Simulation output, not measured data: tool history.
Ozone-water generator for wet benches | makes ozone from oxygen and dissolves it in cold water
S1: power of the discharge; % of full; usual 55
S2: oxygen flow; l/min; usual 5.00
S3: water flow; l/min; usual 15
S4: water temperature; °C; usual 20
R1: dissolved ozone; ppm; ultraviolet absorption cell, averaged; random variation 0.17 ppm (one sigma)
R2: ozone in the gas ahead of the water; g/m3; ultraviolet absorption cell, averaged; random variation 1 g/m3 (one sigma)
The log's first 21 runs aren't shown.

| run | day | S1 | S2 | S3 | S4 | R1 | R2 |
|---|---|---|---|---|---|---|---|
| 22 | 85.029 | 87 | 5.94 | 20 | 21 | 20.9 | 207.7 |
| 23 | 90.183 | 61 | 2.75 | 15 | 20 | 22.8 | 266.5 |
| 24 | 92.912 | 92 | 5.00 | 15 | 20 | 28.8 | 239.8 |
| 25 | 98.425 | 92 | 5.00 | 15 | 20 | 28.7 | 237.9 |
| 26 | 101.104 | 52 | 5.02 | 15 | 20 | 19.5 | 166.1 |
| 27 | 103.879 | 52 | 4.73 | 12 | 20 | 23.3 | 172.6 |
| 28 | 108.392 | 52 | 4.73 | 12 | 20 | 23.3 | 170.8 |
| 29 | 111.088 | 77 | 5.00 | 15 | 20 | 25.0 | 213.1 |
| 30 | 114.758 | 73 | 5.00 | 15 | 20 | 24.1 | 206.2 |
| 31 | 120.229 | 91 | 8.60 | 15 | 20 | 24.8 | 167.9 |
| 32 | 123.275 | 91 | 8.60 | 15 | 20 | 24.7 | 168.0 |
| 33 | 126.721 | 73 | 4.74 | 15 | 25 | 22.1 | 212.0 |

Forecast each of these 4 alternatives for the next run:
| A | 132.304 | 53 | 4.74 | 12 | 13 | ? | ? |
| B | 132.304 | 55 | 5.00 | 15 | 22 | ? | ? |
| C | 132.304 | 68 | 2.94 | 18 | 20 | ? | ? |
| D | 132.304 | 55 | 8.37 | 15 | 20 | ? | ? |

| run | R1 | R2 |
|---|---|---|
| A | 26.3 | 173.1 |
| B | 19.4 | 169.4 |
| C | 20.1 | 271.8 |
| D | 17.9 | 124.9 |
Without the tool's hidden state the same runs would have given:
| run | R1 | R2 |
|---|---|---|
| A | 28.6 | 186.4 |
| B | 21.3 | 182.9 |
| C | 22.3 | 297.1 |
| D | 19.6 | 134.7 |

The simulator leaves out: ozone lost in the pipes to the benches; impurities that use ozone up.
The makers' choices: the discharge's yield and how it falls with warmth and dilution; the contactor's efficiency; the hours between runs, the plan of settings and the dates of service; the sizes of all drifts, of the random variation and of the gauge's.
